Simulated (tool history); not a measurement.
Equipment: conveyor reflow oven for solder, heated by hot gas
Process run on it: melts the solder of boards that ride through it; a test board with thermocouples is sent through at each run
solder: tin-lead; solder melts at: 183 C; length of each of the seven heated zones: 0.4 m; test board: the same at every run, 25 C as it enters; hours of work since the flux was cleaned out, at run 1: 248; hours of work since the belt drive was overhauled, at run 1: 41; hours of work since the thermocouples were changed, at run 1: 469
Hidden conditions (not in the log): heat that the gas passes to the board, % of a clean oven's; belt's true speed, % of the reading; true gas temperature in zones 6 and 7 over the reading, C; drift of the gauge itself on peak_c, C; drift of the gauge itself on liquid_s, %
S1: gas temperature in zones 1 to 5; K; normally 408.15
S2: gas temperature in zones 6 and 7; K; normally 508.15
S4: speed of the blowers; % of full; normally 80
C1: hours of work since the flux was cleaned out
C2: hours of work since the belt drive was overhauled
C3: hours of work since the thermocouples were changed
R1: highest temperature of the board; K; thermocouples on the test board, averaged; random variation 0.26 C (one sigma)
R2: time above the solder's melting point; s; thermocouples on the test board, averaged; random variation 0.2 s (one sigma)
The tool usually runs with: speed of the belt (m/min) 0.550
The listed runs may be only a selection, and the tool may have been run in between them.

run 1 day=0.000 | S1=408.15 S2=508.15 speed_of_the_belt_(m/min)=0.550 S4=80 | C1=248 C2=41 C3=469 | R1=487.25 R2=60.3
run 2 day=0.471 | S1=408.15 S2=508.15 speed_of_the_belt_(m/min)=0.550 S4=80 | C1=255 C2=47 C3=476 | R1=487.25 R2=60.4
run 3 day=0.779 | S1=408.15 S2=508.15 speed_of_the_belt_(m/min)=0.550 S4=80 | C1=259 C2=52 C3=481 | R1=487.35 R2=60.4
run 4 day=1.321 | S1=408.15 S2=508.15 speed_of_the_belt_(m/min)=0.550 S4=80 | C1=267 C2=60 C3=489 | R1=486.45 R2=60.4
run 5 day=1.625 | S1=408.15 S2=508.15 speed_of_the_belt_(m/min)=0.550 S4=80 | C1=272 C2=64 C3=493 | R1=486.55 R2=60.6
run 6 day=2.129 | S1=408.15 S2=508.15 speed_of_the_belt_(m/min)=0.550 S4=80 | C1=279 C2=72 C3=501 | R1=486.95 R2=60.4
run 7 day=2.583 | S1=408.15 S2=508.15 speed_of_the_belt_(m/min)=0.550 S4=80 | C1=286 C2=79 C3=507 | R1=486.35 R2=60.3
run 8 day=3.167 | S1=416.15 S2=508.15 speed_of_the_belt_(m/min)=0.550 S4=80 | C1=294 C2=87 C3=516 | R1=488.75 R2=65.2
run 9 day=3.429 | S1=416.15 S2=508.15 speed_of_the_belt_(m/min)=0.550 S4=81 | C1=298 C2=91 C3=520 | R1=488.55 R2=65.6
run 10 day=3.975 | S1=408.15 S2=509.15 speed_of_the_belt_(m/min)=0.550 S4=80 | C1=306 C2=99 C3=528 | R1=487.45 R2=61.0
run 11 day=4.321 | S1=408.15 S2=508.15 speed_of_the_belt_(m/min)=0.550 S4=80 | C1=311 C2=104 C3=533 | R1=486.65 R2=60.0
run 12 day=4.750 | S1=408.15 S2=508.15 speed_of_the_belt_(m/min)=0.550 S4=80 | C1=318 C2=110 C3=539 | R1=486.55 R2=59.9
run 13 day=5.008 | S1=408.15 S2=508.15 speed_of_the_belt_(m/min)=0.550 S4=80 | C1=322 C2=114 C3=543 | R1=486.35 R2=60.1
run 14 day=5.517 | S1=408.15 S2=508.15 speed_of_the_belt_(m/min)=0.550 S4=80 | C1=329 C2=122 C3=550 | R1=486.95 R2=59.8
run 15 day=5.846 | S1=408.15 S2=508.15 speed_of_the_belt_(m/min)=0.550 S4=76 | C1=334 C2=127 C3=555 | R1=485.85 R2=58.6
run 16 day=6.325 | S1=408.15 S2=508.15 speed_of_the_belt_(m/min)=0.550 S4=76 | C1=341 C2=134 C3=562 | R1=485.85 R2=58.7
run 17 day=6.767 | S1=407.15 S2=504.15 speed_of_the_belt_(m/min)=0.639 S4=78 | C1=347 C2=140 C3=569 | R1=477.35 R2=39.7
run 18 day=7.333 | S1=407.15 S2=504.15 speed_of_the_belt_(m/min)=0.639 S4=78 | C1=356 C2=148 C3=577 | R1=477.15 R2=39.9
run 19 day=7.567 | S1=408.15 S2=512.15 speed_of_the_belt_(m/min)=0.453 S4=74 | C1=359 C2=152 C3=581 | R1=495.35 R2=83.5
run 20 day=7.975 | S1=409.15 S2=518.15 speed_of_the_belt_(m/min)=0.553 S4=57 | C1=365 C2=158 C3=587 | R1=488.95 R2=60.8
run 21 day=8.258 | S1=400.15 S2=519.15 speed_of_the_belt_(m/min)=0.553 S4=52 | C1=369 C2=162 C3=591 | R1=484.95 R2=53.4
run 22 day=8.692 | S1=400.15 S2=519.15 speed_of_the_belt_(m/min)=0.553 S4=52 | C1=376 C2=168 C3=597 | R1=485.25 R2=53.3
run 23 day=9.258 | S1=400.15 S2=519.15 speed_of_the_belt_(m/min)=0.637 S4=52 | C1=384 C2=177 C3=605 | R1=477.85 R2=37.3
run 24 day=9.662 | S1=422.15 S2=510.15 speed_of_the_belt_(m/min)=0.637 S4=52 | C1=390 C2=183 C3=611 | R1=477.55 R2=44.8
run 25 day=10.233 | S1=395.15 S2=519.15 speed_of_the_belt_(m/min)=0.448 S4=80 | C1=398 C2=191 C3=620 | R1=500.45 R2=84.2
run 26 day=10.654 | S1=411.15 S2=516.15 speed_of_the_belt_(m/min)=0.652 S4=81 | C1=405 C2=197 C3=626 | R1=487.15 R2=50.9
run 27 day=10.925 | S1=411.15 S2=516.15 speed_of_the_belt_(m/min)=0.652 S4=81 | C1=409 C2=201 C3=630 | R1=486.65 R2=50.6
run 28 day=11.433 | S1=411.15 S2=516.15 speed_of_the_belt_(m/min)=0.652 S4=81 | C1=416 C2=209 C3=637 | R1=486.35 R2=50.6
run 29 day=11.754 | S1=408.15 S2=501.15 speed_of_the_belt_(m/min)=0.550 S4=80 | C1=421 C2=213 C3=642 | R1=480.55 R2=53.1
run 30 day=12.050 | S1=408.15 S2=503.15 speed_of_the_belt_(m/min)=0.555 S4=53 | C1=425 C2=218 C3=647 | R1=474.55 R2=42.6

Subtracting, for every run, the result it would have given without the tool's unlogged condition from the measured result gives the following. The same run-to-run variation enters both numbers; the gauge's scatter may not:
run=1 R1=-2.30 R2=-2.3
run=2 R1=-2.40 R2=-2.4
run=3 R1=-2.40 R2=-2.5
run=4 R1=-2.40 R2=-2.5
run=5 R1=-2.40 R2=-2.5
run=6 R1=-2.50 R2=-2.6
run=7 R1=-2.60 R2=-2.7
run=8 R1=-2.50 R2=-2.3
run=9 R1=-2.50 R2=-2.3
run=10 R1=-2.70 R2=-2.7
run=11 R1=-2.70 R2=-2.7
run=12 R1=-2.80 R2=-2.8
run=13 R1=-2.80 R2=-2.8
run=14 R1=-2.80 R2=-2.9
run=15 R1=-2.90 R2=-3.0
run=16 R1=-2.90 R2=-3.1
run=17 R1=-3.10 R2=-3.9
run=18 R1=-3.20 R2=-3.9
run=19 R1=-2.80 R2=-2.4
run=20 R1=-2.90 R2=-2.8
run=21 R1=-3.00 R2=-3.2
run=22 R1=-3.00 R2=-3.3
run=23 R1=-3.30 R2=-3.8
run=24 R1=-2.80 R2=-3.7
run=25 R1=-3.40 R2=-2.5
run=26 R1=-3.70 R2=-3.2
run=27 R1=-3.80 R2=-3.2
run=28 R1=-3.90 R2=-3.3
run=29 R1=-3.30 R2=-4.2
run=30 R1=-3.10 R2=-4.6
